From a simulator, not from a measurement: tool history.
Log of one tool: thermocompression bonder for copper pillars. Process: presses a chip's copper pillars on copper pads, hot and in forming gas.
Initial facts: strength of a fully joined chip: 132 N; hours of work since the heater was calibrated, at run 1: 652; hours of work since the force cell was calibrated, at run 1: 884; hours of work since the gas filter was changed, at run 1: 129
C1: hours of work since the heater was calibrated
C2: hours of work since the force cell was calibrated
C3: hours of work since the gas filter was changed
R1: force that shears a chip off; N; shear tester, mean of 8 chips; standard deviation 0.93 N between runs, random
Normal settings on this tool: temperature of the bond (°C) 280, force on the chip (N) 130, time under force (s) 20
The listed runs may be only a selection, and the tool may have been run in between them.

{"run": 1, "day": 0.0, "temperature of the bond (°C)": 280, "force on the chip (N)": 130, "time under force (s)": 20, "C1": 652, "C2": 884, "C3": 129, "R1": 71.3}
{"run": 2, "day": 2.046, "temperature of the bond (°C)": 305, "force on the chip (N)": 130, "time under force (s)": 20, "C1": 688, "C2": 920, "C3": 165, "R1": 84.5}
{"run": 3, "day": 3.971, "temperature of the bond (°C)": 305, "force on the chip (N)": 130, "time under force (s)": 20, "C1": 721, "C2": 954, "C3": 199, "R1": 82.4}
{"run": 4, "day": 7.992, "temperature of the bond (°C)": 305, "force on the chip (N)": 130, "time under force (s)": 20, "C1": 792, "C2": 1024, "C3": 269, "R1": 82.4}
{"run": 5, "day": 9.904, "temperature of the bond (°C)": 305, "force on the chip (N)": 130, "time under force (s)": 20, "C1": 825, "C2": 1058, "C3": 303, "R1": 82.6}
{"run": 6, "day": 11.667, "temperature of the bond (°C)": 305, "force on the chip (N)": 130, "time under force (s)": 20, "C1": 856, "C2": 1089, "C3": 334, "R1": 81.8}
{"run": 7, "day": 15.717, "temperature of the bond (°C)": 305, "force on the chip (N)": 130, "time under force (s)": 20, "C1": 927, "C2": 1160, "C3": 405, "R1": 78.7}
{"day": 16.533, "done": "forming gas filter changed"}
{"day": 19.383, "done": "heater calibrated with a thermocouple chip"}
{"run": 8, "day": 19.558, "temperature of the bond (°C)": 305, "force on the chip (N)": 130, "time under force (s)": 20, "C1": 3, "C2": 1225, "C3": 52, "R1": 91.2}
{"run": 9, "day": 22.25, "temperature of the bond (°C)": 305, "force on the chip (N)": 130, "time under force (s)": 20, "C1": 50, "C2": 1272, "C3": 99, "R1": 90.2}
{"run": 10, "day": 25.617, "temperature of the bond (°C)": 304, "force on the chip (N)": 130, "time under force (s)": 20, "C1": 109, "C2": 1331, "C3": 158, "R1": 86.1}
{"run": 11, "day": 28.175, "temperature of the bond (°C)": 304, "force on the chip (N)": 130, "time under force (s)": 20, "C1": 154, "C2": 1376, "C3": 203, "R1": 86.8}
{"run": 12, "day": 31.946, "temperature of the bond (°C)": 304, "force on the chip (N)": 130, "time under force (s)": 20, "C1": 220, "C2": 1442, "C3": 269, "R1": 84.6}
{"run": 13, "day": 34.15, "temperature of the bond (°C)": 304, "force on the chip (N)": 130, "time under force (s)": 20, "C1": 259, "C2": 1481, "C3": 307, "R1": 83.9}
{"day": 34.546, "done": "force cell calibrated"}
{"run": 14, "day": 37.583, "temperature of the bond (°C)": 302, "force on the chip (N)": 130, "time under force (s)": 10, "C1": 318, "C2": 53, "C3": 366, "R1": 65.8}
{"day": 40.762, "done": "forming gas filter changed"}
{"run": 15, "day": 40.762, "temperature of the bond (°C)": 268, "force on the chip (N)": 156, "time under force (s)": 16, "C1": 373, "C2": 109, "C3": 0, "R1": 67.7}
{"day": 43.104, "done": "force cell calibrated, once more"}
{"run": 16, "day": 43.233, "temperature of the bond (°C)": 280, "force on the chip (N)": 152, "time under force (s)": 16, "C1": 415, "C2": 2, "C3": 42, "R1": 76.0}
{"run": 17, "day": 45.767, "temperature of the bond (°C)": 302, "force on the chip (N)": 181, "time under force (s)": 36, "C1": 460, "C2": 47, "C3": 87, "R1": 112.5}
{"run": 18, "day": 48.771, "temperature of the bond (°C)": 291, "force on the chip (N)": 87, "time under force (s)": 20, "C1": 512, "C2": 99, "C3": 139, "R1": 64.0}
{"run": 19, "day": 51.55, "temperature of the bond (°C)": 291, "force on the chip (N)": 180, "time under force (s)": 12, "C1": 561, "C2": 148, "C3": 188, "R1": 80.8}
{"run": 20, "day": 55.417, "temperature of the bond (°C)": 291, "force on the chip (N)": 180, "time under force (s)": 12, "C1": 629, "C2": 216, "C3": 256, "R1": 77.1}
{"run": 21, "day": 58.421, "temperature of the bond (°C)": 287, "force on the chip (N)": 173, "time under force (s)": 35, "C1": 681, "C2": 268, "C3": 308, "R1": 97.5}
{"run": 22, "day": 61.317, "temperature of the bond (°C)": 287, "force on the chip (N)": 173, "time under force (s)": 35, "C1": 732, "C2": 319, "C3": 359, "R1": 93.4}
{"run": 23, "day": 64.425, "temperature of the bond (°C)": 289, "force on the chip (N)": 100, "time under force (s)": 30, "C1": 787, "C2": 374, "C3": 414, "R1": 69.9}
{"day": 64.754, "done": "forming gas filter changed"}
{"run": 24, "day": 68.171, "temperature of the bond (°C)": 289, "force on the chip (N)": 100, "time under force (s)": 30, "C1": 852, "C2": 439, "C3": 60, "R1": 74.3}
{"run": 25, "day": 71.404, "temperature of the bond (°C)": 280, "force on the chip (N)": 130, "time under force (s)": 24, "C1": 909, "C2": 496, "C3": 117, "R1": 72.5}

Below, each run's measurement less what the same run would have read without the hidden state. Both values contain the same run-to-run variation, but the gauge's scatter may not be the same in both:
What the log doesn't record here: true temperature of the bond over the reading, C; force that reaches the chip, % of what is set; oxide that the forming gas leaves, % of the face; drift of the gauge itself on shear_n, %.
run=1 R1=-9.1
run=2 R1=-10.2
run=3 R1=-10.7
run=4 R1=-12.8
run=5 R1=-13.8
run=6 R1=-14.5
run=7 R1=-16.1
run=8 R1=-3.3
run=9 R1=-4.6
run=10 R1=-6.0
run=11 R1=-7.3
run=12 R1=-9.1
run=13 R1=-10.0
run=14 R1=-11.2
run=15 R1=-6.6
run=16 R1=-4.0
run=17 R1=-4.4
run=18 R1=-5.8
run=19 R1=-7.7
run=20 R1=-9.5
run=21 R1=-11.5
run=22 R1=-12.7
run=23 R1=-13.1
run=24 R1=-8.8
run=25 R1=-10.3
